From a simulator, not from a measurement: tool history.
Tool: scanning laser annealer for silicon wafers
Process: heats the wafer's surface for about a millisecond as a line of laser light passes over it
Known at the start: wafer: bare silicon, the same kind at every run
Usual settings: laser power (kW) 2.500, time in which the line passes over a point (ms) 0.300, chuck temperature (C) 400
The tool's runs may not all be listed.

| run | hour | laser power (kW) | time in which the line passes over a point (ms) | chuck temperature (C) | highest temperature of the surface (C) |
|---|---|---|---|---|---|
| 1 | 0.0 | 2.500 | 0.300 | 400 | 1227 |
| 2 | 17.8 | 2.500 | 0.300 | 400 | 1226 |
| 3 | 30.5 | 2.500 | 0.300 | 400 | 1229 |
| 4 | 45.7 | 2.500 | 0.300 | 400 | 1227 |
| 5 | 61.2 | 2.500 | 0.300 | 400 | 1226 |
| 6 | 85.3 | 2.500 | 0.300 | 403 | 1228 |
| 7 | 110.3 | 2.500 | 0.300 | 403 | 1234 |
| 8 | 138.7 | 2.500 | 0.300 | 403 | 1229 |
| 9 | 159.2 | 2.500 | 0.300 | 398 | 1228 |
| 10 | 184.1 | 2.500 | 0.300 | 398 | 1225 |
| 11 | 205.3 | 2.500 | 0.300 | 398 | 1226 |
| 12 | 219.7 | 2.500 | 0.300 | 400 | 1230 |
| 13 | 242.0 | 2.500 | 0.300 | 432 | 1262 |
| 14 | 260.6 | 2.500 | 0.300 | 432 | 1263 |
| 15 | 283.5 | 2.500 | 0.358 | 400 | 1301 |
| 16 | 312.0 | 2.500 | 0.358 | 400 | 1295 |
| 17 | 325.0 | 2.500 | 0.358 | 400 | 1302 |
| 18 | 352.1 | 2.500 | 0.300 | 400 | 1227 |
| 19 | 379.2 | 2.605 | 0.300 | 400 | 1260 |
| 20 | 403.0 | 2.605 | 0.300 | 400 | 1266 |
| 21 | 424.4 | 2.605 | 0.300 | 400 | 1260 |
| 22 | 436.7 | 2.508 | 0.300 | 411 | 1240 |
| 23 | 459.3 | 2.508 | 0.300 | 411 | 1243 |
| 24 | 486.2 | 2.500 | 0.300 | 435 | 1258 |
| 25 | 514.9 | 2.500 | 0.271 | 380 | 1169 |
| 26 | 534.5 | 2.714 | 0.300 | 400 | 1294 |
| 27 | 558.9 | 2.386 | 0.217 | 367 | 1051 |
| 28 | 570.9 | 2.516 | 0.291 | 400 | 1219 |
| 29 | 590.9 | 2.500 | 0.300 | 398 | 1227 |
| 30 | 611.0 | 2.517 | 0.291 | 400 | 1217 |
| 31 | 637.9 | 2.480 | 0.225 | 400 | 1116 |
| 32 | 659.4 | 2.480 | 0.225 | 400 | 1123 |
| 33 | 683.7 | 2.409 | 0.251 | 412 | 1149 |
| 34 | 707.8 | 2.445 | 0.275 | 400 | 1179 |
| 35 | 724.0 | 2.445 | 0.380 | 400 | 1303 |
| 36 | 746.8 | 2.445 | 0.380 | 400 | 1303 |
| 37 | 759.5 | 2.284 | 0.380 | 400 | 1249 |
| 38 | 778.7 | 2.457 | 0.300 | 400 | 1213 |
| 39 | 803.2 | 2.500 | 0.265 | 389 | 1170 |
| 40 | 831.0 | 2.500 | 0.265 | 381 | 1162 |

Taken out of this log: 1 entry between the listed runs. Where each belongs, and how the hidden state differs across it:
Between runs 7 and 8: window over the wafer cleaned (hour 133.7)
  light that passes the window, % of a clean one's: 99.9 -> 100

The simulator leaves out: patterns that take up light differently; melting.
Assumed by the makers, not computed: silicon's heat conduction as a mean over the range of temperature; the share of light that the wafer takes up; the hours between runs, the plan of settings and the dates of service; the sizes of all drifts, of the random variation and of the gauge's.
